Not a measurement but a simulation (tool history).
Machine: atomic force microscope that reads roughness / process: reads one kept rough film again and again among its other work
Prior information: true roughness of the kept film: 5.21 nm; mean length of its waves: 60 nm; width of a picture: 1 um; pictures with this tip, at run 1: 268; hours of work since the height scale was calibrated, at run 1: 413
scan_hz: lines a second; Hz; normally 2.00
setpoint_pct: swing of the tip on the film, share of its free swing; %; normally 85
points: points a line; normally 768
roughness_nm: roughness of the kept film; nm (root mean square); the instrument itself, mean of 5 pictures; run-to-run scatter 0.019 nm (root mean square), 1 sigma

run     day  scan_hz  setpoint_pct  points  pictures with this tip  hours of work since the height scale was calibrated  roughness_nm
  1   0.000     2.00            85     768                     268                                                  413         4.246
  2   1.017     2.00            85     768                     294                                                  430         4.206
  3   1.921     2.00            85     768                     317                                                  445         4.186
      2.050  -- new tip fitted
  4   2.525     2.00            85     768                      12                                                  455         4.656
  5   3.071     2.00            85     768                      26                                                  464         4.632
  6   4.233     2.00            85     768                      56                                                  484         4.565
  7   5.071     2.00            85     768                      78                                                  498         4.531
  8   5.688     2.00            60     768                      93                                                  508         4.725
  9   6.617     2.00            60     768                     117                                                  523         4.698
 10   7.204     2.00            69     768                     132                                                  533         4.616
 11   7.738     2.24            85     768                     146                                                  542         4.411
 12   8.929     2.24            85     768                     177                                                  562         4.326
 13  10.000     1.61            85     768                     204                                                  580         4.404
 14  10.983     2.00            73     768                     230                                                  596         4.435
 15  11.775     2.00            73     768                     250                                                  610         4.403
 16  12.642     2.00            73     768                     272                                                  624         4.363
 17  13.704     2.00            73     768                     300                                                  642         4.352
     14.567  -- new tip fitted
 18  14.612     2.00            73     768                       1                                                  657         4.791
 19  15.317     2.00            68     768                      20                                                  668         4.821
 20  15.996     2.00            68     768                      37                                                  680         4.771
 21  16.646     2.00            68     768                      54                                                  691         4.694
 22  17.846     1.86            85     768                      85                                                  711         4.537
 23  18.508     1.86            85     768                     102                                                  722         4.504
 24  19.162     1.57            85     768                     118                                                  733         4.535
 25  20.092     2.00            55     768                     142                                                  748         4.665
 26  21.354     2.00            85     407                     175                                                  769         4.351
 27  22.333     0.60            67     768                     200                                                  786         4.570
 28  23.329     2.00            76     768                     226                                                  802         4.422
 29  24.012     1.12            76     575                     243                                                  814         4.490
 30  25.129     2.00            60     768                     272                                                  832         4.454
 31  26.079     2.00            60     768                     296                                                  848         4.449
     27.004  -- new tip fitted
 32  27.300     0.74            67     646                       7                                                  868         4.898
 33  28.117     1.41            85     819                      28                                                  882         4.704
 34  29.092     0.86            61     768                      53                                                  898         4.842
 35  29.996     0.86            66     674                      77                                                  913         4.788
 36  30.829     0.86            66     674                      98                                                  927         4.746
 37  31.358     0.54            74     768                     112                                                  936         4.727
 38  32.025     2.00            58     511                     129                                                  947         4.676
 39  32.696     2.00            58     511                     146                                                  958         4.673
 40  33.442     1.65            63     768                     165                                                  971         4.625
 41  34.100     0.81            63     338                     182                                                  982         4.589
 42  35.096     0.81            63     338                     208                                                  998         4.572
 43  35.979     2.00            73     768                     230                                                 1013         4.464
 44  36.771     2.00            73     768                     251                                                 1026         4.404
 45  37.662     2.00            73     768                     274                                                 1041         4.372
 46  38.329     2.91            83     965                     291                                                 1052         4.162
 47  39.438     2.91            83     965                     319                                                 1071         4.126
     39.554  -- new tip fitted
 48  40.196     0.81            58     965                      16                                                 1083         4.917
 49  41.304     1.57            85     427                      45                                                 1102         4.626
 50  42.138     1.57            83     353                      66                                                 1116         4.599
 51  43.412     1.89            80     280                      99                                                 1137         4.529
 52  44.375     0.64            85     910                     124                                                 1153         4.624

Below are 5 alternative next runs, each starting from the tool's condition after run 52. Predict each:
  A  45.525     1.06            71     635                     153                                                 1172             ?
  B  45.525     0.58            68     768                     153                                                 1172             ?
  C  45.525     2.00            90     768                     153                                                 1172             ?
  D  45.525     2.00            85     843                     153                                                 1172             ?
  E  45.525     1.34            66     880                     153                                                 1172             ?

run  roughness_nm
  A         4.556
  B         4.671
  C         4.331
  D         4.383
  E         4.601
With the hidden condition removed and each run's random variation left untouched, the same runs would have given:
run  roughness_nm
  A         4.865
  B         4.988
  C         4.624
  D         4.680
  E         4.914
